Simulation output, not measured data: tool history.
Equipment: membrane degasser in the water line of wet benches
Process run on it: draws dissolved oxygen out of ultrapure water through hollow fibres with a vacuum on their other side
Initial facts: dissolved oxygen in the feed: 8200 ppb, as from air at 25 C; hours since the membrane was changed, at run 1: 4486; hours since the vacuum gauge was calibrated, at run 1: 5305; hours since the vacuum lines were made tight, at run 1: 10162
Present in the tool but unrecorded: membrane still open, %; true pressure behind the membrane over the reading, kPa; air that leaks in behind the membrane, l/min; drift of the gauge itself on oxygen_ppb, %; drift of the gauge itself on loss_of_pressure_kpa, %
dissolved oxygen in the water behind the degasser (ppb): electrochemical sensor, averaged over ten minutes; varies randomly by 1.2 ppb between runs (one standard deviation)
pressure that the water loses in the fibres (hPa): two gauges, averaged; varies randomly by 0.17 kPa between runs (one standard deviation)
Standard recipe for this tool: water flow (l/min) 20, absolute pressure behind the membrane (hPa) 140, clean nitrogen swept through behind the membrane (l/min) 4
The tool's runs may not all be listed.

run     day  water flow (l/min)  absolute pressure behind the membrane (hPa)  clean nitrogen swept through behind the membrane (l/min)  hours since the membrane was changed  hours since the vacuum gauge was calibrated  hours since the vacuum lines were made tight  dissolved oxygen in the water behind the degasser (ppb)  pressure that the water loses in the fibres (hPa)
  1       0                  20                                          140                                                         4                                  4486                                         5305                                         10162                                                      205                                                581
      4.492  -- seals of the vacuum lines changed
  2   5.538                  20                                          140                                                         4                                  4617                                         5436                                            25                                                    197.7                                              580.6
  3   9.625                  20                                          140                                                         4                                  4715                                         5534                                           123                                                    197.8                                              584.1
  4  17.008                  20                                          140                                                         4                                  4892                                         5711                                           300                                                    197.5                                              583.5
  5  20.971                  20                                          140                                                         4                                  4987                                         5806                                           395                                                    199.9                                              583.8
     21.538  -- vacuum gauge calibrated
  6  25.921                  20                                          140                                                         4                                  5105                                          105                                           514                                                    200.5                                              582.3
  7  32.579                  20                                          140                                                         4                                  5265                                          265                                           674                                                    199.6                                              586.2
  8  37.671                  20                                           92                                                         4                                  5387                                          387                                           796                                                      145                                                587
  9  42.875                  29                                          122                                                     10.25                                  5512                                          512                                           921                                                    184.2                                              848.8
 10  49.117                  29                                          122                                                     10.25                                  5662                                          662                                          1070                                                    187.3                                              851.1
     56.925  -- vacuum gauge calibrated, once more
 11  57.171                  29                                          249                                                      2.37                                  5855                                            6                                          1263                                                      685                                              851.5

How the hidden state differs across the entries between the runs, from the last listed run before each to the first after it:
From run 1 to run 2: seals of the vacuum lines changed (day 4.492)
  true pressure behind the membrane over the reading, kPa: 0.31 -> 0.32; air that leaks in behind the membrane, l/min: 0.0396 -> 0.0022
  difference, measured minus the result without the unlogged condition, dissolved oxygen in the water behind the degasser (ppb): +16.3 -> +9.5; pressure that the water loses in the fibres (hPa): +10.9 -> +11.3
From run 5 to run 6: vacuum gauge calibrated (day 21.538)
  true pressure behind the membrane over the reading, kPa: 0.34 -> 0.49; air that leaks in behind the membrane, l/min: 0.0035 -> 0.0039
  difference, measured minus the result without the unlogged condition, dissolved oxygen in the water behind the degasser (ppb): +10.6 -> +12.5; pressure that the water loses in the fibres (hPa): +12.2 -> +12.5
From run 10 to run 11: vacuum gauge calibrated, once more (day 56.925)
  membrane still open, %: 97.6 -> 97.5; true pressure behind the membrane over the reading, kPa: 0.52 -> 0; air that leaks in behind the membrane, l/min: 0.0057 -> 0.0064
  difference, measured minus the result without the unlogged condition, dissolved oxygen in the water behind the degasser (ppb): +15.5 -> +12.6; pressure that the water loses in the fibres (hPa): +20.2 -> +20.9
